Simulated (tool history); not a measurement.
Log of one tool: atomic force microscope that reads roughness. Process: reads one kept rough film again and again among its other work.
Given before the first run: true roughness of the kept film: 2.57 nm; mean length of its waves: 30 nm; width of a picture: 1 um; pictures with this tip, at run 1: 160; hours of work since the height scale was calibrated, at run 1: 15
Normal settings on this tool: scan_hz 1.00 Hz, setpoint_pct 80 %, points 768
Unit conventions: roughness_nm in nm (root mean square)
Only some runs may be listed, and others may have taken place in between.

| run | day | scan_hz | setpoint_pct | points | pictures with this tip | hours of work since the height scale was calibrated | roughness_nm |
|---|---|---|---|---|---|---|---|
| 1 | 0.000 | 1.00 | 80 | 768 | 160 | 15 | 2.125 |
| 2 | 0.238 | 1.00 | 80 | 768 | 172 | 19 | 2.116 |
| 3 | 0.575 | 1.00 | 80 | 768 | 189 | 23 | 2.112 |
| 4 | 0.788 | 1.98 | 80 | 768 | 199 | 27 | 1.957 |
| 5 | 0.967 | 1.98 | 80 | 768 | 208 | 29 | 1.933 |
| 6 | 1.279 | 1.98 | 80 | 768 | 224 | 34 | 1.924 |
| 7 | 1.517 | 1.11 | 80 | 768 | 236 | 37 | 2.038 |
|  | 1.654 | new tip fitted |
| 8 | 1.854 | 1.00 | 80 | 492 | 10 | 42 | 2.226 |
| 9 | 2.229 | 1.00 | 80 | 492 | 29 | 47 | 2.211 |
| 10 | 2.567 | 0.89 | 80 | 768 | 45 | 52 | 2.222 |
| 11 | 2.967 | 0.89 | 80 | 768 | 65 | 58 | 2.207 |
| 12 | 3.296 | 0.89 | 80 | 768 | 82 | 63 | 2.193 |
| 13 | 3.696 | 1.00 | 80 | 768 | 102 | 69 | 2.171 |
| 14 | 3.900 | 1.00 | 80 | 768 | 112 | 72 | 2.155 |
| 15 | 4.162 | 1.00 | 80 | 768 | 125 | 75 | 2.142 |
| 16 | 4.388 | 1.00 | 80 | 706 | 137 | 79 | 2.137 |
| 17 | 4.558 | 1.00 | 80 | 706 | 145 | 81 | 2.144 |
| 18 | 4.933 | 2.44 | 57 | 589 | 164 | 87 | 2.178 |
| 19 | 5.304 | 2.44 | 57 | 589 | 182 | 92 | 2.163 |
| 20 | 5.696 | 1.60 | 57 | 353 | 202 | 98 | 2.161 |
| 21 | 6.054 | 2.06 | 62 | 768 | 220 | 103 | 2.114 |

Run 22, settings as shown, results not yet in. Your forecast:
| 22 | 6.242 | 2.06 | 62 | 768 | 229 | 106 | ? |

{"run 22": {"roughness_nm": 2.102}}
On a tool with no hidden condition, and with the same random variation, this run would have come out at roughness_nm 2.279 nm (root mean square).

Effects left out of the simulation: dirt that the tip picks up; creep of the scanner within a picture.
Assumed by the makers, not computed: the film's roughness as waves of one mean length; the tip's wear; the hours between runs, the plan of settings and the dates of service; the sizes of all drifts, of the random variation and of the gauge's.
